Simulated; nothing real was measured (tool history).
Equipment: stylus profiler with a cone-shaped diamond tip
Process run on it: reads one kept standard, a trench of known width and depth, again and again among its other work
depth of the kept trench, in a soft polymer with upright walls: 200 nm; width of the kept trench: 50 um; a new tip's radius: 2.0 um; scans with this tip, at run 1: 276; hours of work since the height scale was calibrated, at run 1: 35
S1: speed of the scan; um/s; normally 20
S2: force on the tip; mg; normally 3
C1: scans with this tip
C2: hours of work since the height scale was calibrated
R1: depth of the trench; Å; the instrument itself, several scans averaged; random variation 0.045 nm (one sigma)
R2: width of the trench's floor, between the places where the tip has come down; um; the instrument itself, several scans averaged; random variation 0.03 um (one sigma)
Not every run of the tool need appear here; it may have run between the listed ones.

run   hour  S1    S2    C1   C2      R1     R2
  1      0  20     3   276   35  2030.6  48.24
  2    8.1  15     3   307   39  2029.7  48.14
  3   15.7  20     3   336   43  2029.6   48.2
  4   31.2  20     3   396   50  2030.5  48.16
  5   46.2  20     3   453   58  2030.7  48.22
  6   60.8  20  4.51   509   65  2039.9  48.13
  7   73.3  20     3   557   71  2030.5  48.17
  8   85.2  20     3   603   77  2030.9  48.16
  9   93.5  20  7.03   634   81  2053.1   48.2
 10  104.6  16  7.03   677   86  2052.9  48.19
 11    114  20     3   713   91  2030.5  48.21
 12  130.7  20     3   777   99  2030.1  48.15
 13  145.5  20  2.45   834  106  2025.8   48.2
 14  158.8  20  2.45   885  113  2026.9  48.15
 15  173.7  20  2.45   941  120  2026.5   48.2
 16    189  20  3.79  1000  127  2035.2  48.11
 17  198.8  20  3.79  1038  132  2035.2  48.16
 18    212  20  2.51  1088  139  2026.3  48.15
 19  226.7  25     3  1145  146  2030.5  48.11
 20  236.2  25  1.09  1181  150  2015.8   48.1
 21  250.7  25  1.09  1237  157  2015.3  48.14
 22  263.6  25  1.09  1286  164  2014.5  48.09
 23  275.2  39  1.09  1330  169  2015.2  48.07
 24  292.1  39  1.09  1395  178  2014.6  48.02
 25  304.1  39  1.09  1441  184  2015.9  48.13
 26  316.4  39  1.09  1488  190  2015.4  48.02
 27  326.7  39  1.09  1528  195  2016.4     48
 28  341.2  14  6.36  1583  202  2049.5  48.13
 29  353.7  14  6.36  1631  208  2048.3  48.14
 30  371.3  14  6.36  1698  216    2050  48.09
 31  381.5  14  3.05  1738  221  2029.8   48.1
 32  393.3  27  1.41  1783  227  2017.8  48.13
 33  406.1  46   2.1  1832  233  2023.9  48.04
 34  419.1  32  1.95  1882  240  2022.1  48.04
 35  428.2   6  5.98  1917  244  2045.7  48.14
 36  439.5  49     3  1960  250  2030.4  48.01
 37  449.5  12  6.57  1998  254  2050.1  48.07
 38  465.7  41  6.71  2060  262  2050.7  48.07
 39    476  23  2.51  2100  267  2026.5  48.04
 40  486.6  23  2.51  2140  273  2026.9  48.09
 41  500.7  23  2.51  2194  279  2025.9  48.09
 42  511.8   7  4.69  2237  285  2039.5  48.11
 43  524.4   7  4.69  2285  291  2039.5  48.09
 44  539.5  12   2.6  2343  298  2027.8  48.05
 45  547.5  12   2.6  2374  302  2026.4  48.12
 46  559.5  28  1.02  2420  308  2014.6  47.99

Predict each of these 4 candidate next runs independently; none follows another, all start after run 46:
  A  567.1  20  1.93  2449  312   ?   ?
  B  567.1  58  4.13  2449  312   ?   ?
  C  567.1  36  3.72  2449  312   ?   ?
  D  567.1  30  1.37  2449  312   ?   ?

run      R1     R2
  A  2022.3  48.05
  B  2036.3  48.04
  C  2033.5  48.02
  D  2017.8  48.04
What these runs would have given with no unlogged condition in the tool:
run      R1     R2
  A  2022.5  48.21
  B  2036.5  48.21
  C  2033.7  48.18
  D    2018  48.21
